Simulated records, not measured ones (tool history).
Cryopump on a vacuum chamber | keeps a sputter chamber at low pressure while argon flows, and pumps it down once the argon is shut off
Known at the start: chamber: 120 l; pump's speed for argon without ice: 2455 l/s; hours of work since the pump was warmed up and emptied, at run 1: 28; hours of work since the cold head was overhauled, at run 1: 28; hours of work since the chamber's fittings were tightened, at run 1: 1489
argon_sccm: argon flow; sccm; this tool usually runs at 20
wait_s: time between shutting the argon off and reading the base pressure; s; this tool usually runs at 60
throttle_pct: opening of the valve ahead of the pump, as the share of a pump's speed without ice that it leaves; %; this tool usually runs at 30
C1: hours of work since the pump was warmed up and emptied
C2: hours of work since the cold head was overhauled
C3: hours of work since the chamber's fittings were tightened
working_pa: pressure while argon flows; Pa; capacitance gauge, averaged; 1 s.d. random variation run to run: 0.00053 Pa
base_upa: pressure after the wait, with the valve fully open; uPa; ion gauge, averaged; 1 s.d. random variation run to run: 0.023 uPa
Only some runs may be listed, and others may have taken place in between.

run 1 hour=0.0 | argon_sccm=20 wait_s=60 throttle_pct=30 | C1=28 C2=28 C3=1489 | working_pa=0.0456 base_upa=1.03
run 2 hour=86.2 | argon_sccm=20 wait_s=60 throttle_pct=30 | C1=63 C2=63 C3=1524 | working_pa=0.0468 base_upa=1.07
run 3 hour=201.0 | argon_sccm=20 wait_s=60 throttle_pct=30 | C1=110 C2=110 C3=1570 | working_pa=0.0463 base_upa=1.05
run 4 hour=276.5 | argon_sccm=20 wait_s=60 throttle_pct=30 | C1=140 C2=140 C3=1601 | working_pa=0.0478 base_upa=1.04
run 5 hour=384.0 | argon_sccm=28 wait_s=60 throttle_pct=30 | C1=184 C2=184 C3=1644 | working_pa=0.0669 base_upa=1.08
run 6 hour=503.7 | argon_sccm=20 wait_s=60 throttle_pct=30 | C1=233 C2=233 C3=1693 | working_pa=0.0478 base_upa=1.12
run 7 hour=617.6 | argon_sccm=20 wait_s=60 throttle_pct=30 | C1=279 C2=279 C3=1739 | working_pa=0.0500 base_upa=1.17
run 8 hour=705.9 | argon_sccm=20 wait_s=60 throttle_pct=30 | C1=315 C2=315 C3=1775 | working_pa=0.0495 base_upa=1.19
run 9 hour=813.5 | argon_sccm=20 wait_s=60 throttle_pct=28 | C1=358 C2=358 C3=1819 | working_pa=0.0539 base_upa=1.17
run 10 hour=886.9 | argon_sccm=20 wait_s=138 throttle_pct=28 | C1=388 C2=388 C3=1848 | working_pa=0.0549 base_upa=0.79
run 11 hour=1007.1 | argon_sccm=20 wait_s=138 throttle_pct=28 | C1=437 C2=437 C3=1897 | working_pa=0.0558 base_upa=0.81
-- hour=1050.2 pump warmed up, emptied and cooled again
-- hour=1062.4 leaking fittings of the chamber tightened, without venting
run 12 hour=1103.0 | argon_sccm=28 wait_s=60 throttle_pct=30 | C1=21 C2=473 C3=16 | working_pa=0.0638 base_upa=0.80
run 13 hour=1220.6 | argon_sccm=29 wait_s=60 throttle_pct=30 | C1=68 C2=521 C3=64 | working_pa=0.0672 base_upa=0.83
run 14 hour=1295.8 | argon_sccm=22 wait_s=60 throttle_pct=30 | C1=99 C2=551 C3=95 | working_pa=0.0521 base_upa=0.84
run 15 hour=1404.2 | argon_sccm=22 wait_s=200 throttle_pct=20 | C1=143 C2=595 C3=139 | working_pa=0.0779 base_upa=0.35
run 16 hour=1506.3 | argon_sccm=36 wait_s=200 throttle_pct=44 | C1=184 C2=636 C3=180 | working_pa=0.0606 base_upa=0.38
run 17 hour=1595.4 | argon_sccm=36 wait_s=200 throttle_pct=44 | C1=220 C2=672 C3=216 | working_pa=0.0611 base_upa=0.43
run 18 hour=1658.4 | argon_sccm=34 wait_s=60 throttle_pct=30 | C1=246 C2=698 C3=242 | working_pa=0.0839 base_upa=0.90
run 19 hour=1758.3 | argon_sccm=20 wait_s=32 throttle_pct=29 | C1=286 C2=739 C3=282 | working_pa=0.0508 base_upa=1.44
run 20 hour=1843.6 | argon_sccm=13 wait_s=32 throttle_pct=50 | C1=321 C2=773 C3=317 | working_pa=0.0201 base_upa=1.52
run 21 hour=1959.7 | argon_sccm=20 wait_s=208 throttle_pct=25 | C1=368 C2=820 C3=364 | working_pa=0.0597 base_upa=0.42
run 22 hour=2050.9 | argon_sccm=20 wait_s=155 throttle_pct=30 | C1=405 C2=857 C3=401 | working_pa=0.0521 base_upa=0.52
run 23 hour=2127.8 | argon_sccm=23 wait_s=46 throttle_pct=55 | C1=436 C2=888 C3=432 | working_pa=0.0368 base_upa=1.18
-- hour=2171.5 pump warmed up, emptied and cooled again
run 24 hour=2259.8 | argon_sccm=33 wait_s=35 throttle_pct=30 | C1=36 C2=940 C3=484 | working_pa=0.0769 base_upa=1.37
run 25 hour=2342.6 | argon_sccm=33 wait_s=213 throttle_pct=15 | C1=69 C2=973 C3=517 | working_pa=0.1533 base_upa=0.45

A few steps of working_pa between consecutive runs. Split each: what settings, incoming material and random variation would produce without the hidden state, and what is left over for the hidden state, along with gauge scatter present in only one of the two compared results (measured, and without hidden state):
What the log doesn't record here: pump's speed, % of a pump's without ice; cold plate's temperature, K; leak into the chamber, uPa l/s; drift of the gauge itself on working_pa, %; drift of the gauge itself on base_upa, %.
Run 11 -> 12: argon_sccm 20 -> 28, wait_s 138 -> 60, throttle_pct 28 -> 30, pump warmed up, emptied and cooled again, leaking fittings of the chamber tightened, without venting. working_pa +0.0080 Pa: hidden state -0.0056, all else +0.0136.
Run 23 -> 24: argon_sccm 23 -> 33, wait_s 46 -> 35, throttle_pct 55 -> 30, pump warmed up, emptied and cooled again. working_pa +0.0401 Pa: hidden state -0.0063, all else +0.0464.
Run 24 -> 25: wait_s 35 -> 213, throttle_pct 30 -> 15. working_pa +0.0764 Pa: hidden state +0.0006, all else +0.0758.
